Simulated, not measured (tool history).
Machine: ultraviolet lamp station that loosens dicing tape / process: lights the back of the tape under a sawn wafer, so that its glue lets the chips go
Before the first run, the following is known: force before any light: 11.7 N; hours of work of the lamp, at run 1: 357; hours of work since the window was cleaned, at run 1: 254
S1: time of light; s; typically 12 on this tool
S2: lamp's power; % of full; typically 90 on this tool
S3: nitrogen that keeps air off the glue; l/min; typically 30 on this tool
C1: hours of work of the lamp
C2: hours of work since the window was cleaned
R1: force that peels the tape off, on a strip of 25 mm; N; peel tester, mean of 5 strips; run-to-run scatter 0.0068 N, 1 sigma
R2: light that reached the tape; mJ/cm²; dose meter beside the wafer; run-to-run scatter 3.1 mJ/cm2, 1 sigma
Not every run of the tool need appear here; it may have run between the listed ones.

run,hour,S1,S2,S3,C1,C2,R1,R2
1,0.0,12,90,30,357,254,0.345,380
2,9.9,12,90,30,363,260,0.362,385
3,26.5,12,90,30,373,270,0.364,371
4,41.7,12,90,30,382,280,0.368,375
5,56.2,12,72,30,391,288,0.655,295
6,70.7,12,72,30,400,297,0.644,297
7,88.8,12,72,30,411,308,0.681,294
8,97.3,12,72,30,416,313,0.675,295
9,116.2,12,71,30,428,325,0.724,288
10,126.8,12,71,30,434,331,0.707,284
11,143.8,12,71,30,444,342,0.743,280
12,153.3,12,71,30,450,347,0.719,281
13,167.2,12,90,30,458,356,0.414,352
14,179.8,12,90,30,466,363,0.446,355
15,187.8,6,90,30,471,368,2.006,177
16,196.6,12,76,30,476,374,0.661,293
17,211.6,12,76,30,485,383,0.699,289
18,225.4,12,90,30,494,391,0.465,344
19,242.4,12,90,30,504,401,0.454,338
20,252.7,15,90,30,510,408,0.282,422
21,262.0,12,90,30,516,413,0.476,337
22,280.7,12,90,30,527,425,0.483,333
23,289.4,12,90,30,533,430,0.502,334
24,306.0,12,90,30,543,440,0.509,330
25,324.6,14,90,30,554,451,0.377,378
26,337.1,14,90,30,562,459,0.385,370
27,350.5,8,74,21,570,467,2.254,176
28,362.5,8,74,21,577,474,2.296,174
29,372.4,8,86,31,583,480,1.496,198
30,387.1,12,71,31,592,489,0.955,248
31,404.8,16,63,11,603,500,1.360,293
# hour 409.3: window cleaned of glue's vapour
32,420.1,12,68,15,612,7,1.097,283
33,428.8,7,90,30,617,12,1.284,218
34,447.3,7,90,30,628,23,1.338,218
35,458.2,18,73,30,635,30,0.263,446
36,477.1,18,73,30,646,41,0.261,447
37,494.9,18,73,30,657,52,0.275,443
38,513.9,6,75,11,669,64,3.728,149
39,526.7,22,83,11,677,71,0.270,601
40,536.1,12,65,14,682,77,1.453,256
41,553.5,15,62,37,693,88,0.561,300
42,562.4,18,75,30,698,93,0.266,435
43,571.8,12,76,30,704,99,0.672,294

Below, some changes in R1 between adjacent runs. For each, the amount present without the hidden state too (settings, incoming material, random variation) and the amount remaining for the hidden state with gauge scatter not shared by both compared results:
Hidden conditions of the tool in this case: lamp's light, % of a new lamp's; light that the window lets through, % of a clean one's; drift of the gauge itself on peel_n, %; drift of the gauge itself on dose_mj_cm2, %.
Run 26 -> 27: S1 14 -> 8, S2 90 -> 74, S3 30 -> 21. R1 +1.869 N: hidden state +1.016, all else +0.853.
Run 37 -> 38: S1 18 -> 6, S2 73 -> 75, S3 30 -> 11. R1 +3.453 N: hidden state +1.116, all else +2.337.
Run 38 -> 39: S1 6 -> 22, S2 75 -> 83. R1 -3.458 N: hidden state -1.118, all else -2.340.
